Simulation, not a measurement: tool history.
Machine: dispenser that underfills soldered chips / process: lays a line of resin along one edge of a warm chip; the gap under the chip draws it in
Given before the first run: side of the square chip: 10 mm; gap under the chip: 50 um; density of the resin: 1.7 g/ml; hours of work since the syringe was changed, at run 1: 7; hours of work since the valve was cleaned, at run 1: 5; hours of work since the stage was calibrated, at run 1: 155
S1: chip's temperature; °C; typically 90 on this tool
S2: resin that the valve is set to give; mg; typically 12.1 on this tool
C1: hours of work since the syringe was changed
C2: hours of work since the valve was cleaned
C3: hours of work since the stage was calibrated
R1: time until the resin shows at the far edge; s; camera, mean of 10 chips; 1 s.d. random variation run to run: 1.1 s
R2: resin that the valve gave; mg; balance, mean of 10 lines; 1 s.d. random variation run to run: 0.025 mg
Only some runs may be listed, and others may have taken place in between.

Run 1, day 0.000: usual settings; C1 7; C2 5; C3 155. Result: R1 137.3 s, R2 12.13 mg.
At day 0.083: new syringe of resin.
Run 2, day 0.342: usual settings; C1 4; C2 10; C3 161. Result: R1 122.6 s, R2 12.08 mg.
At day 0.529: new syringe of resin.
Run 3, day 0.879: usual settings but S1 80 °C; C1 6; C2 19; C3 170. Result: R1 187.2 s, R2 12.10 mg.
At day 1.000: new syringe of resin.
Run 4, day 1.242: usual settings but S1 80 °C; C1 4; C2 25; C3 176. Result: R1 168.7 s, R2 12.03 mg.
At day 1.471: new syringe of resin.
Run 5, day 1.867: usual settings but S1 80 °C; C1 7; C2 36; C3 186. Result: R1 190.6 s, R2 12.00 mg.
At day 1.942: new syringe of resin.
Run 6, day 2.158: usual settings; C1 4; C2 40; C3 191. Result: R1 123.1 s, R2 11.98 mg.
At day 2.412: new syringe of resin.
Run 7, day 2.729: usual settings; C1 5; C2 50; C3 200. Result: R1 128.0 s, R2 11.90 mg.
At day 2.875: new syringe of resin.
Run 8, day 3.271: usual settings; C1 7; C2 59; C3 209. Result: R1 135.6 s, R2 11.93 mg.
At day 3.333: new syringe of resin.
Run 9, day 3.617: usual settings but S1 102 °C; C1 5; C2 64; C3 215. Result: R1 82.5 s, R2 11.87 mg.
At day 3.812: new syringe of resin.
At day 4.275: new syringe of resin.
Run 10, day 4.288: usual settings but S2 13.8 mg; C1 0; C2 75; C3 226. Result: R1 101.6 s, R2 13.53 mg.
At day 4.762: new syringe of resin.
Run 11, day 4.875: usual settings but S2 13.8 mg; C1 2; C2 85; C3 236. Result: R1 106.8 s, R2 13.47 mg.
At day 5.233: new syringe of resin.
Run 12, day 5.538: usual settings but S2 13.8 mg; C1 5; C2 96; C3 247. Result: R1 122.7 s, R2 13.41 mg.
At day 5.692: new syringe of resin.
At day 5.896: dispensing valve cleaned and set on the balance.
Run 13, day 5.896: usual settings but S1 101 °C; C1 3; C2 0; C3 252. Result: R1 79.9 s, R2 12.09 mg.
At day 6.204: new syringe of resin.
Run 14, day 6.250: usual settings but S1 101 °C; C1 1; C2 6; C3 258. Result: R1 73.6 s, R2 12.05 mg.
At day 6.675: new syringe of resin.
Run 15, day 6.771: usual settings but S1 85 °C, S2 12.0 mg; C1 2; C2 14; C3 266. Result: R1 125.9 s, R2 11.91 mg.
At day 7.150: new syringe of resin.
Run 16, day 7.371: usual settings but S1 95 °C, S2 15.4 mg; C1 4; C2 24; C3 276. Result: R1 95.1 s, R2 15.27 mg.
At day 7.617: new syringe of resin.
Run 17, day 7.900: usual settings but S1 97 °C, S2 15.4 mg; C1 5; C2 33; C3 285. Result: R1 94.7 s, R2 15.20 mg.
At day 8.079: new syringe of resin.
At day 8.529: new syringe of resin.
Run 18, day 8.533: usual settings but S1 77 °C, S2 11.4 mg; C1 0; C2 44; C3 295. Result: R1 162.4 s, R2 11.24 mg.
At day 8.979: new syringe of resin.
Run 19, day 8.996: usual settings but S1 98 °C, S2 11.9 mg; C1 0; C2 51; C3 303. Result: R1 80.6 s, R2 11.66 mg.
At day 9.467: new syringe of resin.
Run 20, day 9.662: usual settings but S1 98 °C, S2 11.9 mg; C1 3; C2 62; C3 314. Result: R1 90.8 s, R2 11.67 mg.
At day 9.908: new syringe of resin.
Run 21, day 10.312: usual settings but S1 87 °C, S2 11.8 mg; C1 7; C2 73; C3 325. Result: R1 145.5 s, R2 11.52 mg.
At day 10.358: new syringe of resin.
At day 10.804: new syringe of resin.
Run 22, day 10.804: usual settings but S1 86 °C, S2 12.4 mg; C1 0; C2 81; C3 333. Result: R1 115.7 s, R2 12.05 mg.
Run 23, day 11.117: usual settings but S1 98 °C, S2 13.9 mg; C1 5; C2 86; C3 338. Result: R1 95.8 s, R2 13.55 mg.
At day 11.271: new syringe of resin.
At day 11.725: new syringe of resin.
Run 24, day 11.779: usual settings but S1 88 °C, S2 10.6 mg; C1 1; C2 97; C3 349. Result: R1 117.1 s, R2 10.28 mg.

Selected run-to-run steps in R1, each split into two signed amounts: the part the tool would show with no hidden state at all (from settings, incoming material and random variation), and the remainder, which goes to the hidden state together with any gauge scatter not common to the measured and the hidden-state-free results:
Hidden conditions of the tool in this case: resin's viscosity, % of fresh resin's; dose that the valve gives, % of what is set; true chip temperature over the reading, C; drift of the gauge itself on fill_s, %; drift of the gauge itself on given_mg, %.
Run 5 -> 6: S1 80 -> 90, new syringe of resin. R1 -67.5 s: hidden state -25.8, all else -41.7.
Run 17 -> 18: S1 97 -> 77, S2 15.4 -> 11.4, new syringe of resin, new syringe of resin. R1 +67.7 s: hidden state -17.9, all else +85.6.
Run 18 -> 19: S1 77 -> 98, S2 11.4 -> 11.9, new syringe of resin. R1 -81.8 s: hidden state +3.4, all else -85.2.
Run 21 -> 22: S1 87 -> 86, S2 11.8 -> 12.4, new syringe of resin, new syringe of resin. R1 -29.8 s: hidden state -33.1, all else +3.3.

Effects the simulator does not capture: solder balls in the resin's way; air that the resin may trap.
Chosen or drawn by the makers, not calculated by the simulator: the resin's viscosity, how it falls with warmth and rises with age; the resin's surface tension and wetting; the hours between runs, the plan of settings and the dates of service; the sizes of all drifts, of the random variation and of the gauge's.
